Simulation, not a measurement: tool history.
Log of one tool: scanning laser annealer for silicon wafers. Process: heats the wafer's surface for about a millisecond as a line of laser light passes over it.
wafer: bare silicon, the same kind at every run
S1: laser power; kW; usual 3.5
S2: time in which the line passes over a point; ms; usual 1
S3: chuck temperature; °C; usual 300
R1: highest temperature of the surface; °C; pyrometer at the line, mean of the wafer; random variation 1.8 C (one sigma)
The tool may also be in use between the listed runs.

{"run": 1, "hour": 0.0, "S1": 3.5, "S2": 1, "S3": 300, "R1": 957}
{"run": 2, "hour": 33.4, "S1": 3.5, "S2": 1, "S3": 300, "R1": 955}
{"run": 3, "hour": 75.5, "S1": 3.5, "S2": 1, "S3": 300, "R1": 958}
{"run": 4, "hour": 121.3, "S1": 3.5, "S2": 1, "S3": 300, "R1": 958}
{"run": 5, "hour": 168.9, "S1": 3.5, "S2": 1, "S3": 331, "R1": 985}
{"run": 6, "hour": 216.5, "S1": 3.5, "S2": 1, "S3": 331, "R1": 981}
{"hour": 247.2, "done": "optics aligned, line set to its width"}
{"run": 7, "hour": 248.6, "S1": 3.5, "S2": 1, "S3": 331, "R1": 997}
{"run": 8, "hour": 288.3, "S1": 3.5, "S2": 1, "S3": 266, "R1": 928}
{"run": 9, "hour": 326.0, "S1": 3.5, "S2": 1, "S3": 266, "R1": 928}
{"run": 10, "hour": 368.4, "S1": 3.139, "S2": 1, "S3": 300, "R1": 881}
{"run": 11, "hour": 412.7, "S1": 3.022, "S2": 1, "S3": 300, "R1": 856}
{"run": 12, "hour": 452.1, "S1": 3.5, "S2": 1, "S3": 300, "R1": 960}
{"run": 13, "hour": 496.1, "S1": 3.5, "S2": 1.05, "S3": 300, "R1": 977}
{"run": 14, "hour": 527.8, "S1": 3.5, "S2": 1.05, "S3": 300, "R1": 972}
{"run": 15, "hour": 573.6, "S1": 3.5, "S2": 1, "S3": 300, "R1": 954}
{"hour": 599.3, "done": "window over the wafer cleaned"}
{"run": 16, "hour": 614.0, "S1": 3.5, "S2": 0.82, "S3": 300, "R1": 915}
{"run": 17, "hour": 651.5, "S1": 3.5, "S2": 0.82, "S3": 300, "R1": 907}
{"run": 18, "hour": 681.0, "S1": 3.5, "S2": 0.82, "S3": 300, "R1": 911}
{"hour": 686.4, "done": "laser's power meter calibrated"}
{"run": 19, "hour": 707.7, "S1": 3.5, "S2": 0.82, "S3": 300, "R1": 907}
{"run": 20, "hour": 751.0, "S1": 3.5, "S2": 0.82, "S3": 300, "R1": 906}
{"run": 21, "hour": 770.2, "S1": 3.5, "S2": 0.82, "S3": 300, "R1": 905}
{"run": 22, "hour": 799.8, "S1": 3.805, "S2": 0.82, "S3": 328, "R1": 994}
{"hour": 834.0, "done": "laser's power meter calibrated, once more"}
{"run": 23, "hour": 836.6, "S1": 3.785, "S2": 1.04, "S3": 332, "R1": 1108}
{"run": 24, "hour": 856.4, "S1": 3.785, "S2": 1.04, "S3": 332, "R1": 1110}
{"run": 25, "hour": 887.6, "S1": 3.454, "S2": 1.16, "S3": 300, "R1": 1044}
{"run": 26, "hour": 913.3, "S1": 3.5, "S2": 0.78, "S3": 298, "R1": 897}
{"run": 27, "hour": 954.4, "S1": 3.5, "S2": 0.78, "S3": 298, "R1": 896}
{"run": 28, "hour": 992.0, "S1": 3.658, "S2": 1, "S3": 311, "R1": 1036}
{"run": 29, "hour": 1026.8, "S1": 3.214, "S2": 0.7, "S3": 261, "R1": 762}
{"run": 30, "hour": 1059.7, "S1": 3.214, "S2": 0.7, "S3": 261, "R1": 761}
{"run": 31, "hour": 1098.0, "S1": 3.814, "S2": 1.1, "S3": 332, "R1": 1135}
{"run": 32, "hour": 1144.1, "S1": 3.768, "S2": 1.07, "S3": 303, "R1": 1081}
{"run": 33, "hour": 1184.4, "S1": 3.768, "S2": 1.18, "S3": 316, "R1": 1138}
{"run": 34, "hour": 1208.9, "S1": 3.5, "S2": 0.99, "S3": 325, "R1": 1000}
{"run": 35, "hour": 1247.6, "S1": 3.551, "S2": 1.15, "S3": 310, "R1": 1064}
{"run": 36, "hour": 1280.6, "S1": 3.551, "S2": 1.15, "S3": 310, "R1": 1060}
{"run": 37, "hour": 1307.2, "S1": 3.82, "S2": 0.71, "S3": 338, "R1": 953}
{"run": 38, "hour": 1339.0, "S1": 3.634, "S2": 0.9, "S3": 300, "R1": 964}
{"run": 39, "hour": 1366.3, "S1": 3.192, "S2": 0.9, "S3": 273, "R1": 847}
{"run": 40, "hour": 1404.2, "S1": 3.096, "S2": 1.08, "S3": 328, "R1": 940}

Some steps in R1 between neighbouring runs. How much of each would the tool show without its hidden state too (settings, what came in, random variation), and how much is left for the hidden state, with any gauge scatter that isn't in both results?
The hidden state here: light that passes the window, % of a clean one's; laser's true power over the reading, %; width of the line over the set one, %; drift of the gauge itself on peak_c, C.
Run 6 -> 7: optics aligned, line set to its width. R1 +16 °C: hidden state +12, all else +4.
Run 15 -> 16: S2 1 -> 0.82, window over the wafer cleaned. R1 -39 °C: hidden state +36, all else -75.
Run 22 -> 23: S1 3.805 -> 3.785, S2 0.82 -> 1.04, S3 328 -> 332, laser's power meter calibrated, once more. R1 +114 °C: hidden state +10, all else +104.
Run 25 -> 26: S1 3.454 -> 3.5, S2 1.16 -> 0.78, S3 300 -> 298. R1 -147 °C: hidden state +1, all else -148.
Run 28 -> 29: S1 3.658 -> 3.214, S2 1 -> 0.7, S3 311 -> 261. R1 -274 °C: hidden state +3, all else -277.
Run 30 -> 31: S1 3.214 -> 3.814, S2 0.7 -> 1.1, S3 261 -> 332. R1 +374 °C: hidden state -7, all else +381.

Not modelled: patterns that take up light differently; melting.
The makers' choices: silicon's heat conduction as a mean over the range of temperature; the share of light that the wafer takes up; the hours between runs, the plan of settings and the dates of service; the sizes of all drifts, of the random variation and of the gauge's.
